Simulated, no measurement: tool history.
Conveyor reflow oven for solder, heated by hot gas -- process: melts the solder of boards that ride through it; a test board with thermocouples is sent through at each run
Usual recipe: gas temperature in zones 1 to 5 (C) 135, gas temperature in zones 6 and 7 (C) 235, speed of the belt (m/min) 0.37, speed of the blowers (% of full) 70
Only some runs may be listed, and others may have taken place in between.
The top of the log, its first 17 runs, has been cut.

run   hour  gas temperature in zones 1 to 5 (C)  gas temperature in zones 6 and 7 (C)  speed of the belt (m/min)  speed of the blowers (% of full)  highest temperature of the board (C)  time above the solder's melting point (s)
 18    294                                  138                                   236                      0.351                                62                                   225                                       84.9
 19  309.2                                  135                                   237                      0.318                                70                                 228.7                                       96.5
 20    320                                  135                                   237                      0.318                                70                                 228.6                                         97
 21  330.5                                  143                                   244                      0.307                                84                                 237.9                                      109.9
 22  341.5                                  121                                   235                      0.436                                70                                 215.6                                       54.5
 23    363                                  121                                   235                      0.436                                70                                 215.7                                       54.7
 24  374.5                                  121                                   235                      0.436                                70                                 215.6                                         55
 25  397.2                                  121                                   233                      0.324                                70                                 223.1                                       85.2
 26  415.3                                  150                                   224                      0.352                                64                                 215.4                                       83.2
 27  438.1                                  139                                   244                       0.37                                70                                 231.9                                       85.4
 28  453.2                                  139                                   244                       0.37                                70                                 232.1                                       85.9
 29    475                                  135                                   243                      0.375                                70                                 229.9                                       81.9
 30  486.2                                  135                                   226                      0.391                                70                                 213.5                                       65.4
 31  506.8                                  140                                   249                       0.34                                70                                 238.8                                         98

Alternative continuations, all from the tool just after run 31; predict every row:
  A  522.5                                  135                                   235                      0.433                                51                                     ?                                          ?
  B  522.5                                  127                                   235                       0.37                                70                                     ?                                          ?
  C  522.5                                  135                                   235                      0.388                                70                                     ?                                          ?

run  highest temperature of the board (C)  time above the solder's melting point (s)
  A                                 214.7                                       58.5
  B                                 221.9                                       74.3
  C                                 221.8                                         73
Had the tool no hidden state, the same runs would have come out as:
run  highest temperature of the board (C)  time above the solder's melting point (s)
  A                                 214.7                                       58.5
  B                                 221.9                                       74.3
  C                                 221.8                                         73
